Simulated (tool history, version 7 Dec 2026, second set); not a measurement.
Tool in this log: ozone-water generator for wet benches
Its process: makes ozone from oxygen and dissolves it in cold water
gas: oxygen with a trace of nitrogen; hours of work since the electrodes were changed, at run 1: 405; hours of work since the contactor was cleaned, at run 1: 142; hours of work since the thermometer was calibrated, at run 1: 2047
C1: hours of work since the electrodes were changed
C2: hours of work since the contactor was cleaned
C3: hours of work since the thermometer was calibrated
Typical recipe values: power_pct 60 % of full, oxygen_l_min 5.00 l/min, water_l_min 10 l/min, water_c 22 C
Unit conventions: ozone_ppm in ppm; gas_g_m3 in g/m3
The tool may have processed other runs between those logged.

run 1 hour=0.0 | power_pct=60 oxygen_l_min=5.00 water_l_min=10 water_c=22 | C1=405 C2=142 C3=2047 | ozone_ppm=19.7 gas_g_m3=171.9
run 2 hour=42.1 | power_pct=60 oxygen_l_min=5.00 water_l_min=10 water_c=22 | C1=434 C2=171 C3=2076 | ozone_ppm=19.4 gas_g_m3=172.4
run 3 hour=90.2 | power_pct=60 oxygen_l_min=2.93 water_l_min=10 water_c=22 | C1=467 C2=204 C3=2109 | ozone_ppm=21.7 gas_g_m3=236.4
run 4 hour=154.8 | power_pct=60 oxygen_l_min=2.93 water_l_min=10 water_c=22 | C1=511 C2=248 C3=2153 | ozone_ppm=21.7 gas_g_m3=239.0
run 5 hour=186.9 | power_pct=60 oxygen_l_min=2.93 water_l_min=10 water_c=22 | C1=533 C2=270 C3=2175 | ozone_ppm=21.7 gas_g_m3=238.2
run 6 hour=252.7 | power_pct=60 oxygen_l_min=2.93 water_l_min=10 water_c=22 | C1=578 C2=315 C3=2220 | ozone_ppm=21.6 gas_g_m3=237.8
run 7 hour=295.8 | power_pct=60 oxygen_l_min=2.93 water_l_min=10 water_c=22 | C1=608 C2=345 C3=2249 | ozone_ppm=21.4 gas_g_m3=236.8
run 8 hour=331.9 | power_pct=60 oxygen_l_min=2.93 water_l_min=10 water_c=22 | C1=632 C2=370 C3=2274 | ozone_ppm=21.9 gas_g_m3=237.5
run 9 hour=381.5 | power_pct=60 oxygen_l_min=2.93 water_l_min=10 water_c=22 | C1=666 C2=404 C3=2308 | ozone_ppm=21.3 gas_g_m3=236.1
run 10 hour=443.9 | power_pct=60 oxygen_l_min=2.58 water_l_min=10 water_c=22 | C1=709 C2=446 C3=2351 | ozone_ppm=21.6 gas_g_m3=255.0
run 11 hour=487.8 | power_pct=60 oxygen_l_min=5.00 water_l_min=10 water_c=22 | C1=739 C2=476 C3=2381 | ozone_ppm=19.6 gas_g_m3=171.1
run 12 hour=554.8 | power_pct=60 oxygen_l_min=5.00 water_l_min=10 water_c=22 | C1=785 C2=522 C3=2427 | ozone_ppm=19.5 gas_g_m3=169.0
run 13 hour=605.6 | power_pct=60 oxygen_l_min=5.00 water_l_min=8 water_c=22 | C1=820 C2=557 C3=2462 | ozone_ppm=23.2 gas_g_m3=170.2
run 14 hour=676.0 | power_pct=60 oxygen_l_min=5.00 water_l_min=8 water_c=22 | C1=868 C2=605 C3=2510 | ozone_ppm=23.0 gas_g_m3=169.8
run 15 hour=747.2 | power_pct=60 oxygen_l_min=5.00 water_l_min=8 water_c=22 | C1=917 C2=654 C3=2559 | ozone_ppm=22.6 gas_g_m3=169.9
run 16 hour=803.4 | power_pct=60 oxygen_l_min=5.00 water_l_min=8 water_c=22 | C1=955 C2=693 C3=2597 | ozone_ppm=23.0 gas_g_m3=169.8
run 17 hour=841.2 | power_pct=60 oxygen_l_min=5.00 water_l_min=8 water_c=22 | C1=981 C2=718 C3=2623 | ozone_ppm=23.0 gas_g_m3=171.1
run 18 hour=878.0 | power_pct=60 oxygen_l_min=5.00 water_l_min=8 water_c=22 | C1=1006 C2=744 C3=2648 | ozone_ppm=22.6 gas_g_m3=169.7
run 19 hour=939.8 | power_pct=46 oxygen_l_min=5.00 water_l_min=8 water_c=22 | C1=1049 C2=786 C3=2690 | ozone_ppm=19.1 gas_g_m3=142.1
run 20 hour=1010.1 | power_pct=60 oxygen_l_min=3.55 water_l_min=10 water_c=22 | C1=1097 C2=834 C3=2739 | ozone_ppm=20.4 gas_g_m3=207.0
run 21 hour=1061.3 | power_pct=71 oxygen_l_min=3.55 water_l_min=10 water_c=22 | C1=1132 C2=869 C3=2774 | ozone_ppm=23.0 gas_g_m3=233.7
run 22 hour=1116.7 | power_pct=71 oxygen_l_min=3.55 water_l_min=10 water_c=22 | C1=1170 C2=907 C3=2812 | ozone_ppm=23.1 gas_g_m3=233.2
run 23 hour=1157.7 | power_pct=71 oxygen_l_min=3.55 water_l_min=10 water_c=22 | C1=1198 C2=935 C3=2840 | ozone_ppm=23.0 gas_g_m3=234.7
run 24 hour=1188.8 | power_pct=60 oxygen_l_min=7.22 water_l_min=11 water_c=22 | C1=1219 C2=957 C3=2861 | ozone_ppm=16.2 gas_g_m3=136.3
run 25 hour=1237.7 | power_pct=60 oxygen_l_min=5.00 water_l_min=10 water_c=22 | C1=1253 C2=990 C3=2894 | ozone_ppm=19.1 gas_g_m3=169.7
run 26 hour=1274.1 | power_pct=85 oxygen_l_min=6.72 water_l_min=10 water_c=22 | C1=1278 C2=1015 C3=2919 | ozone_ppm=22.6 gas_g_m3=179.6
run 27 hour=1310.8 | power_pct=85 oxygen_l_min=4.68 water_l_min=10 water_c=22 | C1=1303 C2=1040 C3=2945 | ozone_ppm=24.6 gas_g_m3=224.6
run 28 hour=1364.6 | power_pct=60 oxygen_l_min=8.79 water_l_min=10 water_c=16 | C1=1340 C2=1077 C3=2981 | ozone_ppm=18.8 gas_g_m3=119.2
run 29 hour=1406.0 | power_pct=60 oxygen_l_min=8.79 water_l_min=10 water_c=16 | C1=1368 C2=1105 C3=3010 | ozone_ppm=18.5 gas_g_m3=120.2
run 30 hour=1470.8 | power_pct=60 oxygen_l_min=8.79 water_l_min=10 water_c=16 | C1=1412 C2=1150 C3=3054 | ozone_ppm=18.5 gas_g_m3=121.0
run 31 hour=1511.8 | power_pct=60 oxygen_l_min=8.79 water_l_min=10 water_c=16 | C1=1440 C2=1178 C3=3082 | ozone_ppm=18.3 gas_g_m3=120.7
run 32 hour=1547.3 | power_pct=60 oxygen_l_min=6.25 water_l_min=10 water_c=22 | C1=1465 C2=1202 C3=3106 | ozone_ppm=17.7 gas_g_m3=147.9
run 33 hour=1603.5 | power_pct=71 oxygen_l_min=5.00 water_l_min=7 water_c=23 | C1=1503 C2=1241 C3=3145 | ozone_ppm=27.1 gas_g_m3=188.2

Below, some changes in ozone_ppm between adjacent runs. For each, the amount present without the hidden state too (settings, incoming material, random variation) and the amount remaining for the hidden state with gauge scatter not shared by both compared results:
Hidden state at play: yield of the discharge, % of new electrodes'; contactor's efficiency, % of a clean one's; true water temperature over the reading, C; drift of the gauge itself on ozone_ppm, %; drift of the gauge itself on gas_g_m3, %.
Run 23 -> 24: power_pct 71 -> 60, oxygen_l_min 3.55 -> 7.22, water_l_min 10 -> 11. ozone_ppm -6.8 ppm: hidden state +0.5, all else -7.3.
Run 25 -> 26: power_pct 60 -> 85, oxygen_l_min 5.00 -> 6.72. ozone_ppm +3.5 ppm: hidden state -0.5, all else +4.0.
Run 27 -> 28: power_pct 85 -> 60, oxygen_l_min 4.68 -> 8.79, water_c 22 -> 16. ozone_ppm -5.8 ppm: hidden state +0.5, all else -6.3.
Run 32 -> 33: power_pct 60 -> 71, oxygen_l_min 6.25 -> 5.00, water_l_min 10 -> 7, water_c 22 -> 23. ozone_ppm +9.4 ppm: hidden state -0.6, all else +10.0.
